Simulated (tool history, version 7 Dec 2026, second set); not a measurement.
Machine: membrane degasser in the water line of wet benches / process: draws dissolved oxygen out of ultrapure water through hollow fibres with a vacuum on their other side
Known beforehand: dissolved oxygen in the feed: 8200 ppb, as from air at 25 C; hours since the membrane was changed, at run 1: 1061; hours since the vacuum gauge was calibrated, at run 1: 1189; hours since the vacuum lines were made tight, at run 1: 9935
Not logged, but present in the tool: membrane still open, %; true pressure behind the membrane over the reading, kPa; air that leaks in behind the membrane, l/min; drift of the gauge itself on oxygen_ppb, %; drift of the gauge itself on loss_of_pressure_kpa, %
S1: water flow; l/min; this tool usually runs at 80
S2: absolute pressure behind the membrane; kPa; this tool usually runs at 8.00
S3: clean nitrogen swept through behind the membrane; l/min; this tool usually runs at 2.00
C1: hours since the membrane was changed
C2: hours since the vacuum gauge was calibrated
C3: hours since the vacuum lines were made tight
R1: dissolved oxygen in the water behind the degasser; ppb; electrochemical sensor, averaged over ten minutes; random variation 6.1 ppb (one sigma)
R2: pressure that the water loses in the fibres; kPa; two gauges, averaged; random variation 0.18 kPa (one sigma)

Run 1, hour 0.0: usual settings; C1 1061; C2 1189; C3 9935. Result: R1 615.7 ppb, R2 33.25 kPa.
Run 2, hour 41.5: usual settings but S1 55 l/min; C1 1102; C2 1231; C3 9977. Result: R1 416.4 ppb, R2 22.91 kPa.
Run 3, hour 98.4: usual settings but S1 55 l/min; C1 1159; C2 1288; C3 10034. Result: R1 409.7 ppb, R2 23.00 kPa.
Run 4, hour 181.2: usual settings but S1 55 l/min; C1 1242; C2 1371; C3 10117. Result: R1 412.9 ppb, R2 23.24 kPa.
Run 5, hour 235.0: usual settings but S1 55 l/min; C1 1296; C2 1424; C3 10170. Result: R1 413.5 ppb, R2 23.19 kPa.
Run 6, hour 307.0: usual settings but S1 55 l/min; C1 1368; C2 1496; C3 10242. Result: R1 411.6 ppb, R2 23.24 kPa.
Run 7, hour 388.9: usual settings but S1 55 l/min; C1 1450; C2 1578; C3 10324. Result: R1 419.2 ppb, R2 23.07 kPa.
Run 8, hour 459.9: usual settings but S1 55 l/min; C1 1521; C2 1649; C3 10395. Result: R1 411.5 ppb, R2 23.34 kPa.
Run 9, hour 546.3: usual settings but S1 55 l/min; C1 1607; C2 1736; C3 10482. Result: R1 408.8 ppb, R2 23.07 kPa.
Run 10, hour 642.6: usual settings but S1 55 l/min; C1 1703; C2 1832; C3 10578. Result: R1 408.7 ppb, R2 23.30 kPa.
Run 11, hour 703.6: usual settings; C1 1764; C2 1893; C3 10639. Result: R1 609.5 ppb, R2 33.94 kPa.
Run 12, hour 767.2: usual settings; C1 1828; C2 1956; C3 10703. Result: R1 604.4 ppb, R2 33.79 kPa.
Run 13, hour 840.4: usual settings; C1 1901; C2 2030; C3 10776. Result: R1 598.7 ppb, R2 33.78 kPa.
Run 14, hour 932.9: usual settings; C1 1994; C2 2122; C3 10868. Result: R1 603.0 ppb, R2 33.75 kPa.
Run 15, hour 977.7: usual settings; C1 2038; C2 2167; C3 10913. Result: R1 604.8 ppb, R2 34.10 kPa.
Run 16, hour 1020.6: usual settings; C1 2081; C2 2210; C3 10956. Result: R1 605.6 ppb, R2 34.12 kPa.
Run 17, hour 1072.0: usual settings but S1 89 l/min, S3 3.35 l/min; C1 2133; C2 2261; C3 11007. Result: R1 549.7 ppb, R2 37.82 kPa.
Run 18, hour 1132.6: usual settings but S1 66 l/min, S2 5.92 kPa; C1 2193; C2 2322; C3 11068. Result: R1 374.6 ppb, R2 28.33 kPa.
Run 19, hour 1200.3: usual settings but S1 95 l/min, S2 12.62 kPa; C1 2261; C2 2390; C3 11136. Result: R1 1088.8 ppb, R2 40.29 kPa.
Run 20, hour 1242.9: usual settings but S1 95 l/min, S2 12.62 kPa; C1 2304; C2 2432; C3 11178. Result: R1 1042.4 ppb, R2 40.48 kPa.
Run 21, hour 1286.0: usual settings but S1 95 l/min, S2 12.62 kPa; C1 2347; C2 2475; C3 11221. Result: R1 1079.0 ppb, R2 40.59 kPa.
Run 22, hour 1353.0: usual settings but S1 95 l/min, S2 12.62 kPa; C1 2414; C2 2542; C3 11288. Result: R1 1089.2 ppb, R2 40.64 kPa.
Run 23, hour 1423.5: usual settings but S2 6.48 kPa, S3 4.52 l/min; C1 2484; C2 2613; C3 11359. Result: R1 379.4 ppb, R2 34.45 kPa.
Run 24, hour 1487.4: usual settings but S1 49 l/min, S2 9.56 kPa, S3 4.79 l/min; C1 2548; C2 2677; C3 11423. Result: R1 265.6 ppb, R2 21.24 kPa.
Run 25, hour 1560.2: usual settings but S1 55 l/min, S2 13.58 kPa; C1 2621; C2 2749; C3 11496. Result: R1 692.7 ppb, R2 23.67 kPa.
Run 26, hour 1655.7: usual settings but S1 67 l/min, S2 7.61 kPa, S3 3.90 l/min; C1 2716; C2 2845; C3 11591. Result: R1 353.1 ppb, R2 29.09 kPa.
Run 27, hour 1723.2: usual settings but S3 0.83 l/min; C1 2784; C2 2912; C3 11659. Result: R1 910.5 ppb, R2 34.53 kPa.
Run 28, hour 1791.1: usual settings but S1 68 l/min, S3 1.04 l/min; C1 2852; C2 2980; C3 11727. Result: R1 713.3 ppb, R2 29.31 kPa.

Predict the results of run 29:
At hour 1822.9: gauge calibrated.
Run 29, hour 1859.4: usual settings but S1 51 l/min, S2 10.72 kPa, S3 1.03 l/min; C1 2920; C2 3049; C3 11795. Result: R1 ?, R2 ?.

{"run 29": {"R1": 785.8, "R2": 20.86}}
With the hidden condition absent and the run-to-run variation left alone, this run would have shown R1 785.5 ppb, R2 20.84 kPa.
